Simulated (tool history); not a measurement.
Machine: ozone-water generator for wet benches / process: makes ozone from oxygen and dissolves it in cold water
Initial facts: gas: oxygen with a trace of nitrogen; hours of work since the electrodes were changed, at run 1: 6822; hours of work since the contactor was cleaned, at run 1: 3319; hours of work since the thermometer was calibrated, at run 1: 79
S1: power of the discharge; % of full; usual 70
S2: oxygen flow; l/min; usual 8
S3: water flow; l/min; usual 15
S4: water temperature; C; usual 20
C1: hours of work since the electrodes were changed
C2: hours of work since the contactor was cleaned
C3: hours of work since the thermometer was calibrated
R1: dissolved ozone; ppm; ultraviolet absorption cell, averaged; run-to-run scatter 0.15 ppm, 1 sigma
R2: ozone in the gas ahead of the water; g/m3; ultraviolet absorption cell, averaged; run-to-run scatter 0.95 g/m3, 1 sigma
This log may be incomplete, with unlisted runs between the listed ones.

Run 1, hour 0: usual settings; C1 6822; C2 3319; C3 79. Result: R1 19.8 ppm, R2 160.5 g/m3.
Run 2, hour 119.2: usual settings; C1 6918; C2 3415; C3 175. Result: R1 19.3 ppm, R2 159.8 g/m3.
Run 3, hour 321.4: usual settings; C1 7081; C2 3578; C3 338. Result: R1 19.1 ppm, R2 160.9 g/m3.
Run 4, hour 525.4: usual settings but S4 24 C; C1 7246; C2 3742; C3 502. Result: R1 17.8 ppm, R2 160.1 g/m3.
Run 5, hour 633.8: usual settings but S4 24 C; C1 7333; C2 3829; C3 589. Result: R1 17.9 ppm, R2 162.7 g/m3.
Run 6, hour 840.9: usual settings but S4 24 C; C1 7500; C2 3996; C3 756. Result: R1 17.7 ppm, R2 161.3 g/m3.
Run 7, hour 1040: usual settings but S4 24 C; C1 7660; C2 4157; C3 917. Result: R1 18 ppm, R2 163.4 g/m3.
At hour 1113.2: electrodes of the discharge changed.
Run 8, hour 1175.5: usual settings but S4 24 C; C1 50; C2 4261; C3 1021. Result: R1 17.9 ppm, R2 162.2 g/m3.
Run 9, hour 1303: usual settings but S4 24 C; C1 153; C2 4364; C3 1124. Result: R1 18 ppm, R2 161.9 g/m3.
Run 10, hour 1497: usual settings; C1 309; C2 4520; C3 1280. Result: R1 19.6 ppm, R2 161.6 g/m3.
Run 11, hour 1637.3: usual settings; C1 422; C2 4633; C3 1393. Result: R1 19.4 ppm, R2 161.3 g/m3.
Run 12, hour 1764.5: usual settings; C1 525; C2 4736; C3 1496. Result: R1 19.1 ppm, R2 163.3 g/m3.
Run 13, hour 1936.6: usual settings; C1 664; C2 4874; C3 1634. Result: R1 19.5 ppm, R2 163.3 g/m3.
Run 14, hour 2025.2: usual settings; C1 735; C2 4946; C3 1706. Result: R1 19.4 ppm, R2 165.5 g/m3.
Run 15, hour 2121.4: usual settings; C1 812; C2 5023; C3 1783. Result: R1 19.6 ppm, R2 165.5 g/m3.
Run 16, hour 2250: usual settings; C1 916; C2 5127; C3 1887. Result: R1 19.3 ppm, R2 163.3 g/m3.
Run 17, hour 2412: usual settings but S2 9.37 l/min; C1 1047; C2 5257; C3 2017. Result: R1 18.6 ppm, R2 148.7 g/m3.
Run 18, hour 2507.2: usual settings but S1 54 % of full, S4 25 C; C1 1123; C2 5334; C3 2094. Result: R1 14.9 ppm, R2 137.3 g/m3.
Run 19, hour 2596.3: usual settings but S2 5.89 l/min, S4 19 C; C1 1195; C2 5406; C3 2166. Result: R1 21.5 ppm, R2 199.1 g/m3.
Run 20, hour 2729.1: usual settings but S4 21 C; C1 1302; C2 5513; C3 2273. Result: R1 18.9 ppm, R2 162.8 g/m3.
At hour 2843.3: contactor cleaned.
Run 21, hour 2885.9: usual settings but S4 21 C; C1 1425; C2 34; C3 2396. Result: R1 19.1 ppm, R2 163.5 g/m3.
Run 22, hour 3066.1: usual settings but S1 63 % of full; C1 1570; C2 180; C3 2541. Result: R1 18.3 ppm, R2 154.5 g/m3.
Run 23, hour 3270.2: usual settings but S1 43 % of full, S3 10 l/min; C1 1735; C2 344; C3 2706. Result: R1 18.2 ppm, R2 117.7 g/m3.
Run 24, hour 3440.3: usual settings but S2 4.64 l/min, S4 16 C; C1 1872; C2 481; C3 2843. Result: R1 23.7 ppm, R2 234.3 g/m3.
Run 25, hour 3594.4: usual settings but S1 64 % of full, S2 4.64 l/min, S4 16 C; C1 1996; C2 605; C3 2967. Result: R1 22.2 ppm, R2 220.5 g/m3.
Run 26, hour 3715.7: usual settings but S1 64 % of full, S2 9.08 l/min, S3 11 l/min, S4 16 C; C1 2094; C2 703; C3 3065. Result: R1 23.6 ppm, R2 143.7 g/m3.
At hour 3800.1: gauge calibrated.
Run 27, hour 3927: usual settings but S1 64 % of full, S2 9.08 l/min, S3 11 l/min, S4 16 C; C1 2264; C2 873; C3 3235. Result: R1 23.6 ppm, R2 140.2 g/m3.
Run 28, hour 4033.9: usual settings but S1 76 % of full, S2 12.5 l/min, S3 12 l/min, S4 14 C; C1 2350; C2 959; C3 3321. Result: R1 23 ppm, R2 129.7 g/m3.
Run 29, hour 4248.6: usual settings but S1 43 % of full, S2 6.33 l/min, S3 23 l/min, S4 15 C; C1 2523; C2 1132; C3 3494. Result: R1 11.1 ppm, R2 134.3 g/m3.

Consider 5 possible next runs. They are alternatives, not a sequence: every one starts from the tool as it was left by run 29. What does each give?
Run A, hour 4413.1: usual settings but S2 6.22 l/min, S4 16 C; C1 2656; C2 1265; C3 3627. Result: R1 ?, R2 ?.
Run B, hour 4413.1: usual settings but S1 43 % of full, S2 13.52 l/min, S3 11 l/min, S4 16 C; C1 2656; C2 1265; C3 3627. Result: R1 ?, R2 ?.
Run C, hour 4413.1: usual settings but S4 14 C; C1 2656; C2 1265; C3 3627. Result: R1 ?, R2 ?.
Run D, hour 4413.1: usual settings but S1 59 % of full, S2 5.24 l/min, S3 23 l/min, S4 21 C; C1 2656; C2 1265; C3 3627. Result: R1 ?, R2 ?.
Run E, hour 4413.1: usual settings but S1 74 % of full, S2 11.42 l/min, S3 23 l/min, S4 15 C; C1 2656; C2 1265; C3 3627. Result: R1 ?, R2 ?.

run    R1     R2
  A  22.1  191.4
  B  15.3     83
  C  21.9    161
  D    13  189.2
  E  14.8  134.4
The same runs, with their run-to-run variation unchanged, on a tool lacking any hidden condition would have given:
run    R1     R2
  A  22.1  190.8
  B  15.3   82.7
  C    22  160.4
  D  13.1  188.5
  E  14.9  133.9
